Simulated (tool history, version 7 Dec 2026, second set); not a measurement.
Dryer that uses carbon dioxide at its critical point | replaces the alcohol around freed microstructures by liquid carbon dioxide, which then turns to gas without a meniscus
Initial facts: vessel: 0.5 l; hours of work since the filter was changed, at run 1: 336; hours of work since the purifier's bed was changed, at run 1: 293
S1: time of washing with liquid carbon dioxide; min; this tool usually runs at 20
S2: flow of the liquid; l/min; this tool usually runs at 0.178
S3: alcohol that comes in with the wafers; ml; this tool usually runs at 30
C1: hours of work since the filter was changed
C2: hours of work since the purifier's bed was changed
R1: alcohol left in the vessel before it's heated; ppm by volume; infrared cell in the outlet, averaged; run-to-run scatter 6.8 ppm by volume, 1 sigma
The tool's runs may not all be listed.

run,hour,S1,S2,S3,C1,C2,R1
1,0,20,0.178,30,336,293,558
2,26.9,20,0.178,30,350,307,581
3,55.2,20,0.178,30,366,323,569
4,79.1,20,0.178,105,379,336,1833
5,120.8,20,0.178,105,402,359,1869
6,150.3,20,0.178,105,418,375,1913
7,192.7,20,0.178,105,441,398,1927
# hour 246.4: inlet filter changed
8,247.4,20,0.178,31,1,427,426
9,281,20,0.178,31,19,446,423
10,315.4,20,0.178,37,38,465,523
11,356.7,20,0.178,37,60,487,535
12,406.5,20,0.178,37,87,514,563
# hour 423.9: purifier's bed changed
13,447.9,20,0.178,37,108,13,447
14,476.9,20,0.178,30,124,29,378
15,533.7,20,0.178,30,155,60,391
16,557.8,20,0.178,108,168,73,1349
17,584.9,20,0.172,30,183,88,476
18,641.6,20,0.172,30,214,119,511
19,669.3,20,0.178,30,229,134,446
20,708.3,19,0.178,30,251,155,567
21,743.4,14,0.178,30,270,175,1924
22,795.3,14,0.178,30,298,203,1974
23,820.6,20,0.274,30,312,217,77
24,852.3,20,0.178,37,329,234,629
25,890.3,16,0.178,37,350,255,1599
26,937.8,16,0.262,37,376,281,321
27,966.7,15,0.189,37,392,297,1690
28,1012.3,23,0.165,30,417,321,437
29,1039.6,28,0.23,58,432,336,104
30,1065.2,28,0.23,58,446,350,107
# hour 1108.3: inlet filter changed
31,1114.7,18,0.276,59,3,377,162
32,1154.4,25,0.178,20,25,399,144
33,1188.8,23,0.246,20,44,417,113
34,1221.5,20,0.266,103,62,435,183
35,1271,20,0.266,103,89,462,205
36,1299,20,0.266,103,104,478,206
37,1355.5,12,0.178,24,135,508,2325
# hour 1383.7: purifier's bed changed
38,1406.2,20,0.218,30,161,12,129
39,1441.4,26,0.111,30,180,32,1018
40,1471.5,26,0.111,52,197,48,1812
41,1510.8,17,0.111,87,218,69,12597
42,1550.8,17,0.111,87,240,91,12514
43,1579.1,17,0.111,87,256,107,12422
44,1633.5,17,0.111,87,285,137,13095
45,1661.7,26,0.162,66,301,152,435
46,1703.4,20,0.231,112,323,175,446

Here are 3 independent what-if runs from the current tool condition. What would each one return?
A,1756.9,14,0.231,112,353,204,?
B,1756.9,13,0.295,58,353,204,?
C,1756.9,19,0.206,38,353,204,?

run,R1
A,2786
B,644
C,418
Without the tool's unlogged condition, the same runs would have read:
run,R1
A,1848
B,377
C,232
